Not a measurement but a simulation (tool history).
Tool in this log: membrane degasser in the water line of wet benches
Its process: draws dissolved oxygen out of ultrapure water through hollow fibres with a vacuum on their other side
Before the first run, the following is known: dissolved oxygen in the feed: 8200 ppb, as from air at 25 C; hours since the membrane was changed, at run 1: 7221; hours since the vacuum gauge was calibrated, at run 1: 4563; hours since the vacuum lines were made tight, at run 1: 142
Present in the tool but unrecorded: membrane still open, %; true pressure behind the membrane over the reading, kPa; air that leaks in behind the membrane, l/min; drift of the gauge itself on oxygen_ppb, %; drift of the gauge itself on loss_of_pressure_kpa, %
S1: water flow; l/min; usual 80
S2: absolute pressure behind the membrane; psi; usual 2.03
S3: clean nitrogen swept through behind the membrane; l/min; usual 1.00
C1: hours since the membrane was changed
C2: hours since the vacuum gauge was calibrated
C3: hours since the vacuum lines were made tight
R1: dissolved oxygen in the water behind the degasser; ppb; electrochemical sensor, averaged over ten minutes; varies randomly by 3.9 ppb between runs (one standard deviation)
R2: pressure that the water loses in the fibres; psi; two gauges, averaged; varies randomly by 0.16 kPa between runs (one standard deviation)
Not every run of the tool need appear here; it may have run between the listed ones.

run    hour   S1    S2    S3    C1    C2    C3      R1     R2
  1     0.0   80  2.03  1.00  7221  4563   142  1369.0  3.941
  2   145.6   80  2.89  1.00  7366  4709   288  1935.3  3.952
      301.9  -- vacuum gauge calibrated
  3   301.9   80  2.03  1.05  7522     0   444  1316.1  3.926
  4   469.4  109  2.03  1.00  7690   167   611  1665.8  5.361
  5   569.6  109  2.03  0.46  7790   268   711  2333.6  5.352
  6   662.3  109  2.03  0.46  7883   360   804  2351.9  5.336
  7   808.5   74  2.03  1.00  8029   507   950  1276.8  3.675
  8   968.3   52  2.25  0.62  8189   666  1110  1498.3  2.595
  9  1177.1   93  2.36  1.00  8398   875  1319  1735.0  4.550
 10  1365.8   93  2.63  0.59  8586  1064  1508  2493.9  4.593
 11  1506.2   52  4.44  2.10  8727  1204  1648  1285.6  2.556
 12  1681.8  113  2.03  1.00  8902  1380  1824  1686.2  5.578
 13  1779.5   63  4.08  1.21  9000  1478  1921  1991.4  3.120

Take each entry between the runs: how does the hidden state at the last listed run before it differ from the hidden state at the first listed run after it?
After run 2, before run 3: vacuum gauge calibrated (hour 301.9)
  true pressure behind the membrane over the reading, kPa: 0.01 -> 0; drift of the gauge itself on oxygen_ppb, %: -0.12 -> -0.25
  measured less the result without the state, R1: -1.7 -> -3.2 ppb
